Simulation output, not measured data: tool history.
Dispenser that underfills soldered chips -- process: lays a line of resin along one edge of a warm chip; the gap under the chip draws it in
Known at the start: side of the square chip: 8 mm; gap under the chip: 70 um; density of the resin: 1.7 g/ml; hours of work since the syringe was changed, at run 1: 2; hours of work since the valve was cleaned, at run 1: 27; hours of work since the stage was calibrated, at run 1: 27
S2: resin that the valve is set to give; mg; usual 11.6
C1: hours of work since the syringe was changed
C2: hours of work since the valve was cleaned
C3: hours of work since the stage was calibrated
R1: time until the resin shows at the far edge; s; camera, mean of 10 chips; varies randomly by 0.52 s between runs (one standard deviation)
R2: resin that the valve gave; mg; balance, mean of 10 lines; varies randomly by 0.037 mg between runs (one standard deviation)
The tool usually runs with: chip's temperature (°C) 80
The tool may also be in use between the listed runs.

run 1 hour=0.0 | chip's_temperature_(°C)=80 S2=11.6 | C1=2 C2=27 C3=27 | R1=46.9 R2=11.35
run 2 hour=4.4 | chip's_temperature_(°C)=80 S2=11.6 | C1=5 C2=30 C3=30 | R1=55.6 R2=11.33
-- hour=11.3 new syringe of resin
run 3 hour=11.7 | chip's_temperature_(°C)=80 S2=11.6 | C1=0 C2=35 C3=35 | R1=42.2 R2=11.34
run 4 hour=15.3 | chip's_temperature_(°C)=80 S2=11.6 | C1=3 C2=37 C3=37 | R1=47.5 R2=11.20
run 5 hour=19.5 | chip's_temperature_(°C)=80 S2=11.6 | C1=6 C2=40 C3=40 | R1=54.1 R2=11.28
-- hour=26.0 new syringe of resin
run 6 hour=26.0 | chip's_temperature_(°C)=80 S2=11.6 | C1=0 C2=44 C3=44 | R1=43.3 R2=11.27
run 7 hour=32.8 | chip's_temperature_(°C)=80 S2=11.6 | C1=5 C2=49 C3=49 | R1=52.5 R2=11.21
run 8 hour=35.8 | chip's_temperature_(°C)=80 S2=11.6 | C1=7 C2=51 C3=51 | R1=58.0 R2=11.18
-- hour=40.9 new syringe of resin
run 9 hour=40.9 | chip's_temperature_(°C)=80 S2=11.6 | C1=0 C2=54 C3=54 | R1=42.6 R2=11.06
run 10 hour=47.7 | chip's_temperature_(°C)=75 S2=11.6 | C1=5 C2=59 C3=59 | R1=68.5 R2=11.22
run 11 hour=51.0 | chip's_temperature_(°C)=75 S2=11.6 | C1=7 C2=61 C3=61 | R1=74.7 R2=11.13
-- hour=56.1 new syringe of resin
run 12 hour=56.4 | chip's_temperature_(°C)=75 S2=11.6 | C1=0 C2=65 C3=65 | R1=56.4 R2=11.15
run 13 hour=59.4 | chip's_temperature_(°C)=75 S2=11.6 | C1=2 C2=67 C3=67 | R1=60.5 R2=11.05
run 14 hour=62.6 | chip's_temperature_(°C)=75 S2=11.6 | C1=4 C2=69 C3=69 | R1=67.3 R2=11.03
run 15 hour=67.1 | chip's_temperature_(°C)=80 S2=11.6 | C1=7 C2=72 C3=72 | R1=61.7 R2=11.05
-- hour=70.9 new syringe of resin
run 16 hour=71.9 | chip's_temperature_(°C)=84 S2=11.6 | C1=1 C2=75 C3=75 | R1=35.9 R2=11.01
run 17 hour=75.1 | chip's_temperature_(°C)=84 S2=11.6 | C1=3 C2=77 C3=77 | R1=39.5 R2=10.97
run 18 hour=80.0 | chip's_temperature_(°C)=84 S2=11.6 | C1=6 C2=81 C3=81 | R1=46.5 R2=10.99
-- hour=82.3 dispensing valve cleaned and set on the balance
run 19 hour=85.9 | chip's_temperature_(°C)=68 S2=11.6 | C1=10 C2=2 C3=84 | R1=117.7 R2=11.65
-- hour=86.7 new syringe of resin
run 20 hour=92.5 | chip's_temperature_(°C)=68 S2=11.6 | C1=4 C2=7 C3=88 | R1=92.6 R2=11.57
run 21 hour=96.4 | chip's_temperature_(°C)=74 S2=11.6 | C1=7 C2=9 C3=91 | R1=76.7 R2=11.50
-- hour=101.5 new syringe of resin
run 22 hour=102.1 | chip's_temperature_(°C)=82 S2=14.1 | C1=0 C2=13 C3=94 | R1=39.0 R2=14.03
run 23 hour=108.2 | chip's_temperature_(°C)=73 S2=12.0 | C1=5 C2=17 C3=99 | R1=73.2 R2=11.87
run 24 hour=112.1 | chip's_temperature_(°C)=73 S2=12.0 | C1=7 C2=20 C3=101 | R1=82.7 R2=11.84
-- hour=116.7 new syringe of resin
run 25 hour=118.3 | chip's_temperature_(°C)=85 S2=14.8 | C1=1 C2=24 C3=105 | R1=34.4 R2=14.62
run 26 hour=123.4 | chip's_temperature_(°C)=85 S2=14.8 | C1=5 C2=27 C3=109 | R1=38.5 R2=14.58
run 27 hour=126.6 | chip's_temperature_(°C)=85 S2=14.8 | C1=7 C2=30 C3=111 | R1=45.1 R2=14.50
-- hour=131.8 new syringe of resin
run 28 hour=133.5 | chip's_temperature_(°C)=85 S2=14.8 | C1=1 C2=34 C3=116 | R1=33.9 R2=14.48
run 29 hour=140.2 | chip's_temperature_(°C)=85 S2=14.8 | C1=6 C2=39 C3=120 | R1=43.3 R2=14.37
run 30 hour=143.1 | chip's_temperature_(°C)=92 S2=11.3 | C1=8 C2=41 C3=122 | R1=34.5 R2=11.05
-- hour=147.0 new syringe of resin
run 31 hour=148.8 | chip's_temperature_(°C)=92 S2=11.3 | C1=1 C2=44 C3=126 | R1=25.9 R2=10.98
run 32 hour=152.4 | chip's_temperature_(°C)=78 S2=11.0 | C1=4 C2=47 C3=128 | R1=56.0 R2=10.73
run 33 hour=158.6 | chip's_temperature_(°C)=78 S2=11.0 | C1=8 C2=51 C3=132 | R1=67.2 R2=10.71
-- hour=162.0 new syringe of resin
run 34 hour=163.3 | chip's_temperature_(°C)=80 S2=10.4 | C1=1 C2=54 C3=135 | R1=46.7 R2=10.06
run 35 hour=167.0 | chip's_temperature_(°C)=84 S2=11.3 | C1=3 C2=57 C3=138 | R1=42.0 R2=10.95

How the hidden state differs across the entries between the runs, from the last listed run before each to the first after it:
Logged between run 2 and run 3: new syringe of resin (hour 11.3)
  resin's viscosity, % of fresh resin's: 128.8 -> 100.6; dose that the valve gives, % of what is set: 97.73 -> 97.45; true chip temperature over the reading, C: -0.07 -> -0.08
  what was measured, less what the result would be without the hidden state, R1: +12.7 -> +0.6 s; R2: -0.26 -> -0.30 mg
Logged between run 5 and run 6: new syringe of resin (hour 26.0)
  resin's viscosity, % of fresh resin's: 128.1 -> 100.9; dose that the valve gives, % of what is set: 97.12 -> 96.84; true chip temperature over the reading, C: -0.1 -> -0.12
  what was measured, less what the result would be without the hidden state, R1: +12.3 -> +0.9 s; R2: -0.33 -> -0.37 mg
Logged between run 8 and run 9: new syringe of resin (hour 40.9)
  resin's viscosity, % of fresh resin's: 137 -> 100.8; dose that the valve gives, % of what is set: 96.42 -> 96.22; true chip temperature over the reading, C: -0.14 -> -0.15
  what was measured, less what the result would be without the hidden state, R1: +16.3 -> +0.9 s; R2: -0.42 -> -0.44 mg
Logged between run 11 and run 12: new syringe of resin (hour 56.1)
  resin's viscosity, % of fresh resin's: 138 -> 103; dose that the valve gives, % of what is set: 95.8 -> 95.59; true chip temperature over the reading, C: -0.18 -> -0.19
  what was measured, less what the result would be without the hidden state, R1: +21.3 -> +2.6 s; R2: -0.49 -> -0.51 mg
Logged between run 15 and run 16: new syringe of resin (hour 70.9)
  resin's viscosity, % of fresh resin's: 143.5 -> 102.6; dose that the valve gives, % of what is set: 95.11 -> 94.92; true chip temperature over the reading, C: -0.21 -> -0.22
  what was measured, less what the result would be without the hidden state, R1: +19.5 -> +1.6 s; R2: -0.57 -> -0.59 mg
Logged between run 18 and run 19: dispensing valve cleaned and set on the balance (hour 82.3)
  resin's viscosity, % of fresh resin's: 132.2 -> 153.6; dose that the valve gives, % of what is set: 94.55 -> 99.91; true chip temperature over the reading, C: -0.24 -> -0.25
  what was measured, less what the result would be without the hidden state, R1: +11.9 -> +41.9 s; R2: -0.64 -> -0.01 mg
Logged between run 19 and run 20: new syringe of resin (hour 86.7)
  resin's viscosity, % of fresh resin's: 153.6 -> 121; dose that the valve gives, % of what is set: 99.91 -> 99.63; true chip temperature over the reading, C: -0.25 -> -0.27
  what was measured, less what the result would be without the hidden state, R1: +41.9 -> +17.2 s; R2: -0.01 -> -0.04 mg
Logged between run 21 and run 22: new syringe of resin (hour 101.5)
  resin's viscosity, % of fresh resin's: 136.5 -> 101.7; dose that the valve gives, % of what is set: 99.47 -> 99.26; true chip temperature over the reading, C: -0.28 -> -0.29
  what was measured, less what the result would be without the hidden state, R1: +21.3 -> +1.2 s; R2: -0.06 -> -0.10 mg
Logged between run 24 and run 25: new syringe of resin (hour 116.7)
  resin's viscosity, % of fresh resin's: 138.8 -> 103.7; dose that the valve gives, % of what is set: 98.84 -> 98.59; true chip temperature over the reading, C: -0.32 -> -0.33
  what was measured, less what the result would be without the hidden state, R1: +24.0 -> +1.8 s; R2: -0.14 -> -0.21 mg
Logged between run 27 and run 28: new syringe of resin (hour 131.8)
  resin's viscosity, % of fresh resin's: 134.3 -> 103.9; dose that the valve gives, % of what is set: 98.22 -> 97.93; true chip temperature over the reading, C: -0.35 -> -0.37
  what was measured, less what the result would be without the hidden state, R1: +12.1 -> +1.8 s; R2: -0.26 -> -0.30 mg
Logged between run 30 and run 31: new syringe of resin (hour 147.0)
  resin's viscosity, % of fresh resin's: 140.1 -> 105.5; dose that the valve gives, % of what is set: 97.52 -> 97.3; true chip temperature over the reading, C: -0.39 -> -0.4
  what was measured, less what the result would be without the hidden state, R1: +10.5 -> +1.9 s; R2: -0.28 -> -0.31 mg
Logged between run 33 and run 34: new syringe of resin (hour 162.0)
  resin's viscosity, % of fresh resin's: 142.8 -> 104.9; dose that the valve gives, % of what is set: 96.91 -> 96.72; true chip temperature over the reading, C: -0.42 -> -0.43
  what was measured, less what the result would be without the hidden state, R1: +21.4 -> +3.5 s; R2: -0.34 -> -0.34 mg
